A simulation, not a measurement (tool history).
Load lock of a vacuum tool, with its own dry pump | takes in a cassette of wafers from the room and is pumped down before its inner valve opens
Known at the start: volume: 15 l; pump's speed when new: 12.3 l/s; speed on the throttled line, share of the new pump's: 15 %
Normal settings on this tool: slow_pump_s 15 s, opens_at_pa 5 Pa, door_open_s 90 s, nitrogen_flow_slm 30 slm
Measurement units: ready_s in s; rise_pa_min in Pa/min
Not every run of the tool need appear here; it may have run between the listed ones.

run    hour  slow_pump_s  opens_at_pa  door_open_s  nitrogen_flow_slm  incoming humidity of the room's air, %  ready_s  rise_pa_min
  1       0           15            5           90                 30                                    45.5     25.5        0.116
  2     212           15            5           90                 30                                    45.4     25.4        0.118
  3   401.9           15            6           90                 30                                    45.9     25.7        0.119
  4   610.3           15            5           49                 30                                    46.3     25.4         0.11
  5   755.1           15            5           49                 30                                    45.7     25.7         0.11
  6   923.3           15            5           90                  4                                      48     26.2         0.17
  7  1188.3           15            5           90                 30                                    45.7       26        0.124
  8  1349.8           15            5           90                 30                                    42.5     25.7        0.126
  9  1532.2           15            5           90                 30                                    41.7     26.4        0.116
 10  1832.3           15            5           90                 30                                    43.8       26        0.122
 11  2156.8           15            5           90                 30                                    47.6     25.7        0.132
 12  2454.9           15            5           90                 30                                    44.9     25.7        0.132
 13  2619.1           15            5           90                 30                                      45     25.6        0.135
 14  2791.7           15            8          115                 37                                    42.9     25.2        0.129
 15  3105.2           15            8          115                 37                                    46.5     25.6        0.138
 16  3245.5           15            8          115                 37                                    46.7     25.2        0.142
 17  3507.8           15            7          183                  8                                    46.3     25.8        0.208
 18  3759.9           13            6           90                 30                                    43.9     24.2        0.142
 19  3929.1           13            6           90                 30                                    45.4       24        0.141
 20  4184.5           30            7           90                 26                                      46     38.1        0.148
 21  4358.5           10            5           90                 30                                      44     22.2        0.144
 22  4557.3           10            5           90                 30                                    41.2     22.1        0.142
 23    4785           15            5          152                  4                                    42.3       26        0.212
 24    5057           24            4           82                 30                                    46.9     34.1         0.15
 25  5261.7           24            4           82                 43                                    42.8     34.2        0.138

Some steps in ready_s, run to run, broken into two amounts with sign: the step expected even without the hidden condition (settings, incoming material, random variation), and the rest, left for the hidden condition together with whatever gauge scatter is not in both the measured and the hidden-condition-free result:
The hidden state here: pump's speed, % of a new pump's; leak at the door's seal, Pa l/s; drift of the gauge itself on ready_s, %; drift of the gauge itself on rise_pa_min, %.
Run 19 -> 20: slow_pump_s 13 -> 30, opens_at_pa 6 -> 7, nitrogen_flow_slm 30 -> 26. ready_s +14.1 s: hidden state -0.3, all else +14.4.
Run 20 -> 21: slow_pump_s 30 -> 10, opens_at_pa 7 -> 5, nitrogen_flow_slm 26 -> 30. ready_s -15.9 s: hidden state +0.5, all else -16.4.

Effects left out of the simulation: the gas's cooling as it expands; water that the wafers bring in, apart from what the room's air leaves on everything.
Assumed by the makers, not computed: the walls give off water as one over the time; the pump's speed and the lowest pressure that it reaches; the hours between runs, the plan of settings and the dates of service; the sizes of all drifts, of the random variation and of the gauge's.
